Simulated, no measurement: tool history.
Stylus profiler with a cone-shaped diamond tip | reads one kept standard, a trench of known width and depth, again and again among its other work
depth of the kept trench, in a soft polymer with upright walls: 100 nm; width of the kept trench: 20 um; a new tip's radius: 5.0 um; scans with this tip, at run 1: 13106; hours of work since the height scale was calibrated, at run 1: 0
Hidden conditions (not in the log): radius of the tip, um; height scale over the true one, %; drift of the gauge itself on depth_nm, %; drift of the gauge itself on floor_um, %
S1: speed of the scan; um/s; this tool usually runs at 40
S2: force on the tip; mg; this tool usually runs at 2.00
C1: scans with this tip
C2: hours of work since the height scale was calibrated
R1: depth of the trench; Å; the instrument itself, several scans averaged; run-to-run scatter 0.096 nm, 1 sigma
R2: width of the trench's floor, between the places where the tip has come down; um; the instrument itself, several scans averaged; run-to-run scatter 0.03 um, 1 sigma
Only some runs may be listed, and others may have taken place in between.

run,hour,S1,S2,C1,C2,R1,R2
1,0.0,40,2.00,13106,0,1006.3,16.95
2,57.9,40,2.00,13385,39,1007.4,16.97
3,118.0,40,1.51,13674,79,1004.7,16.96
4,199.1,40,2.00,14064,134,1005.3,16.95
5,299.1,40,2.00,14545,201,1005.7,16.92
6,364.5,40,2.00,14860,245,1005.3,16.89
7,464.9,40,2.00,15343,313,1005.7,16.84
8,563.9,40,2.00,15820,379,1006.5,16.84
9,614.6,40,2.00,16064,413,1005.2,16.83
10,671.2,40,2.00,16336,451,1008.0,16.85
11,759.4,40,2.00,16760,511,1006.9,16.73
12,808.1,74,3.31,16995,544,1010.4,16.67
13,908.9,81,2.00,17480,611,1007.7,16.57
14,1008.2,99,1.08,17957,678,1006.1,16.35
15,1083.4,18,4.47,18319,729,1011.7,16.82
16,1166.1,115,1.14,18717,784,1007.1,16.21
17,1265.7,115,1.14,19197,851,1006.2,16.17
18,1345.2,115,1.14,19579,905,1007.1,16.12
# hour 1361.1: new tip fitted, height scale calibrated
19,1409.9,115,1.14,235,33,1004.0,17.38
20,1480.5,150,2.00,575,80,1006.5,17.35

Predict each of these 4 candidate next runs independently; none follows another, all start after run 20:
A,1538.3,150,4.46,853,119,?,?
B,1538.3,63,2.00,853,119,?,?
C,1538.3,150,1.19,853,119,?,?
D,1538.3,150,1.69,853,119,?,?

run,R1,R2
A,1010.8,17.48
B,1005.9,17.72
C,1004.8,17.14
D,1005.8,17.26
With the hidden condition removed and each run's random variation left untouched, the same runs would have given:
run,R1,R2
A,1009.9,17.55
B,1004.9,17.79
C,1003.8,17.20
D,1004.8,17.32

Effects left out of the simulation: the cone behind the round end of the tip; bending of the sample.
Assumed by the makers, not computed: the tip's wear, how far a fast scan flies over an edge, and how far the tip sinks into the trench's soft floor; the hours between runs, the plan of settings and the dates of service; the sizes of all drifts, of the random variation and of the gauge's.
